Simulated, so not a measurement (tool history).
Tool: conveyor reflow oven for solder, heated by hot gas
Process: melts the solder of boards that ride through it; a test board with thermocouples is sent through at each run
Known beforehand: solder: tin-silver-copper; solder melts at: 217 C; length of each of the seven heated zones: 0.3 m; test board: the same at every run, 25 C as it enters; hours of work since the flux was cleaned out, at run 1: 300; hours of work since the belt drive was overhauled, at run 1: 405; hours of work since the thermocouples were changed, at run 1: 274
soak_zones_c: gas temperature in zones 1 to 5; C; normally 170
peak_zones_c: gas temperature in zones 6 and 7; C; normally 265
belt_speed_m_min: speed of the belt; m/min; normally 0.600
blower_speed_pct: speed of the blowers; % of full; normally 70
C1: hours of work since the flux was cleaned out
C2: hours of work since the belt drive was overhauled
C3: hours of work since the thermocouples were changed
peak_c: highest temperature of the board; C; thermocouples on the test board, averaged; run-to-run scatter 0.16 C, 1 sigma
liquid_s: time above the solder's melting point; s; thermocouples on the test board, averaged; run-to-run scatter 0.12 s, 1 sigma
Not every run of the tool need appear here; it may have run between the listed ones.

{"run": 1, "day": 0.0, "soak_zones_c": 170, "peak_zones_c": 265, "belt_speed_m_min": 0.6, "blower_speed_pct": 70, "C1": 300, "C2": 405, "C3": 274, "peak_c": 247.6, "liquid_s": 40.5}
{"run": 2, "day": 0.654, "soak_zones_c": 170, "peak_zones_c": 265, "belt_speed_m_min": 0.6, "blower_speed_pct": 70, "C1": 308, "C2": 413, "C3": 283, "peak_c": 247.5, "liquid_s": 40.6}
{"run": 3, "day": 1.312, "soak_zones_c": 170, "peak_zones_c": 265, "belt_speed_m_min": 0.6, "blower_speed_pct": 70, "C1": 316, "C2": 421, "C3": 291, "peak_c": 247.4, "liquid_s": 40.6}
{"run": 4, "day": 1.683, "soak_zones_c": 170, "peak_zones_c": 265, "belt_speed_m_min": 0.6, "blower_speed_pct": 70, "C1": 321, "C2": 426, "C3": 296, "peak_c": 247.3, "liquid_s": 40.6}
{"run": 5, "day": 2.162, "soak_zones_c": 170, "peak_zones_c": 265, "belt_speed_m_min": 0.6, "blower_speed_pct": 70, "C1": 327, "C2": 432, "C3": 302, "peak_c": 247.5, "liquid_s": 40.5}
{"run": 6, "day": 2.517, "soak_zones_c": 170, "peak_zones_c": 265, "belt_speed_m_min": 0.6, "blower_speed_pct": 70, "C1": 332, "C2": 437, "C3": 307, "peak_c": 247.4, "liquid_s": 40.4}
{"run": 7, "day": 3.012, "soak_zones_c": 170, "peak_zones_c": 265, "belt_speed_m_min": 0.6, "blower_speed_pct": 70, "C1": 338, "C2": 443, "C3": 313, "peak_c": 247.5, "liquid_s": 40.7}
{"run": 8, "day": 3.362, "soak_zones_c": 170, "peak_zones_c": 265, "belt_speed_m_min": 0.6, "blower_speed_pct": 70, "C1": 343, "C2": 448, "C3": 318, "peak_c": 247.5, "liquid_s": 40.6}
{"run": 9, "day": 3.921, "soak_zones_c": 170, "peak_zones_c": 265, "belt_speed_m_min": 0.6, "blower_speed_pct": 70, "C1": 350, "C2": 455, "C3": 325, "peak_c": 247.5, "liquid_s": 40.6}
{"run": 10, "day": 4.517, "soak_zones_c": 170, "peak_zones_c": 265, "belt_speed_m_min": 0.6, "blower_speed_pct": 51, "C1": 357, "C2": 462, "C3": 332, "peak_c": 240.9, "liquid_s": 34.2}
{"run": 11, "day": 5.046, "soak_zones_c": 170, "peak_zones_c": 265, "belt_speed_m_min": 0.6, "blower_speed_pct": 51, "C1": 364, "C2": 469, "C3": 339, "peak_c": 241.0, "liquid_s": 34.3}
{"run": 12, "day": 5.65, "soak_zones_c": 165, "peak_zones_c": 265, "belt_speed_m_min": 0.6, "blower_speed_pct": 70, "C1": 372, "C2": 477, "C3": 347, "peak_c": 246.4, "liquid_s": 38.7}
{"run": 13, "day": 6.117, "soak_zones_c": 167, "peak_zones_c": 265, "belt_speed_m_min": 0.6, "blower_speed_pct": 70, "C1": 378, "C2": 483, "C3": 353, "peak_c": 246.9, "liquid_s": 39.5}
{"run": 14, "day": 6.638, "soak_zones_c": 170, "peak_zones_c": 265, "belt_speed_m_min": 0.6, "blower_speed_pct": 70, "C1": 385, "C2": 490, "C3": 359, "peak_c": 247.9, "liquid_s": 40.7}
{"run": 15, "day": 7.246, "soak_zones_c": 170, "peak_zones_c": 265, "belt_speed_m_min": 0.6, "blower_speed_pct": 70, "C1": 392, "C2": 497, "C3": 367, "peak_c": 247.7, "liquid_s": 40.8}
{"run": 16, "day": 7.588, "soak_zones_c": 166, "peak_zones_c": 265, "belt_speed_m_min": 0.6, "blower_speed_pct": 70, "C1": 397, "C2": 502, "C3": 372, "peak_c": 246.7, "liquid_s": 39.0}
{"run": 17, "day": 8.242, "soak_zones_c": 165, "peak_zones_c": 266, "belt_speed_m_min": 0.576, "blower_speed_pct": 64, "C1": 405, "C2": 510, "C3": 380, "peak_c": 246.9, "liquid_s": 40.4}
{"run": 18, "day": 8.562, "soak_zones_c": 165, "peak_zones_c": 266, "belt_speed_m_min": 0.576, "blower_speed_pct": 64, "C1": 409, "C2": 514, "C3": 384, "peak_c": 247.0, "liquid_s": 40.8}
{"run": 19, "day": 8.938, "soak_zones_c": 165, "peak_zones_c": 266, "belt_speed_m_min": 0.576, "blower_speed_pct": 64, "C1": 414, "C2": 519, "C3": 389, "peak_c": 247.2, "liquid_s": 40.4}
{"day": 9.712, "done": "flux residue cleaned out of gas plates and filters"}
{"run": 20, "day": 9.921, "soak_zones_c": 169, "peak_zones_c": 279, "belt_speed_m_min": 0.652, "blower_speed_pct": 67, "C1": 3, "C2": 529, "C3": 399, "peak_c": 255.0, "liquid_s": 40.3}
{"run": 21, "day": 10.529, "soak_zones_c": 167, "peak_zones_c": 265, "belt_speed_m_min": 0.6, "blower_speed_pct": 65, "C1": 10, "C2": 537, "C3": 407, "peak_c": 245.6, "liquid_s": 38.3}
{"run": 22, "day": 11.233, "soak_zones_c": 167, "peak_zones_c": 265, "belt_speed_m_min": 0.59, "blower_speed_pct": 65, "C1": 20, "C2": 546, "C3": 416, "peak_c": 246.2, "liquid_s": 39.3}
{"run": 23, "day": 11.65, "soak_zones_c": 167, "peak_zones_c": 265, "belt_speed_m_min": 0.59, "blower_speed_pct": 65, "C1": 25, "C2": 551, "C3": 421, "peak_c": 246.3, "liquid_s": 39.3}
{"run": 24, "day": 12.246, "soak_zones_c": 171, "peak_zones_c": 261, "belt_speed_m_min": 0.499, "blower_speed_pct": 51, "C1": 32, "C2": 559, "C3": 429, "peak_c": 244.7, "liquid_s": 46.8}
{"run": 25, "day": 12.742, "soak_zones_c": 158, "peak_zones_c": 274, "belt_speed_m_min": 0.547, "blower_speed_pct": 51, "C1": 39, "C2": 565, "C3": 435, "peak_c": 249.5, "liquid_s": 41.9}
{"run": 26, "day": 13.45, "soak_zones_c": 158, "peak_zones_c": 274, "belt_speed_m_min": 0.547, "blower_speed_pct": 51, "C1": 48, "C2": 574, "C3": 444, "peak_c": 249.5, "liquid_s": 41.8}
{"run": 27, "day": 14.062, "soak_zones_c": 158, "peak_zones_c": 274, "belt_speed_m_min": 0.547, "blower_speed_pct": 51, "C1": 56, "C2": 582, "C3": 452, "peak_c": 249.5, "liquid_s": 41.9}
{"run": 28, "day": 14.783, "soak_zones_c": 158, "peak_zones_c": 271, "belt_speed_m_min": 0.496, "blower_speed_pct": 58, "C1": 65, "C2": 591, "C3": 461, "peak_c": 253.5, "liquid_s": 50.5}
{"run": 29, "day": 15.179, "soak_zones_c": 158, "peak_zones_c": 271, "belt_speed_m_min": 0.496, "blower_speed_pct": 83, "C1": 70, "C2": 596, "C3": 466, "peak_c": 259.5, "liquid_s": 55.9}
{"run": 30, "day": 15.575, "soak_zones_c": 158, "peak_zones_c": 271, "belt_speed_m_min": 0.496, "blower_speed_pct": 83, "C1": 75, "C2": 602, "C3": 471, "peak_c": 259.6, "liquid_s": 55.7}
{"run": 31, "day": 15.962, "soak_zones_c": 158, "peak_zones_c": 268, "belt_speed_m_min": 0.667, "blower_speed_pct": 83, "C1": 80, "C2": 607, "C3": 476, "peak_c": 247.5, "liquid_s": 33.8}
{"run": 32, "day": 16.325, "soak_zones_c": 158, "peak_zones_c": 268, "belt_speed_m_min": 0.667, "blower_speed_pct": 83, "C1": 85, "C2": 611, "C3": 481, "peak_c": 247.6, "liquid_s": 34.0}

What if the next run were any one of these 3? Each begins from the tool's condition after run 32:
{"run": "A", "day": 17.038, "soak_zones_c": 161, "peak_zones_c": 259, "belt_speed_m_min": 0.6, "blower_speed_pct": 63, "C1": 94, "C2": 620, "C3": 490, "peak_c": "?", "liquid_s": "?"}
{"run": "B", "day": 17.038, "soak_zones_c": 158, "peak_zones_c": 268, "belt_speed_m_min": 0.486, "blower_speed_pct": 86, "C1": 94, "C2": 620, "C3": 490, "peak_c": "?", "liquid_s": "?"}
{"run": "C", "day": 17.038, "soak_zones_c": 156, "peak_zones_c": 265, "belt_speed_m_min": 0.6, "blower_speed_pct": 70, "C1": 94, "C2": 620, "C3": 490, "peak_c": "?", "liquid_s": "?"}

run=A peak_c=238.6 liquid_s=31.3
run=B peak_c=257.9 liquid_s=56.5
run=C peak_c=244.8 liquid_s=35.3
Stripped of hidden state, with their random variation kept, the same runs would have yielded:
run=A peak_c=238.7 liquid_s=31.3
run=B peak_c=257.9 liquid_s=56.5
run=C peak_c=244.9 liquid_s=35.3
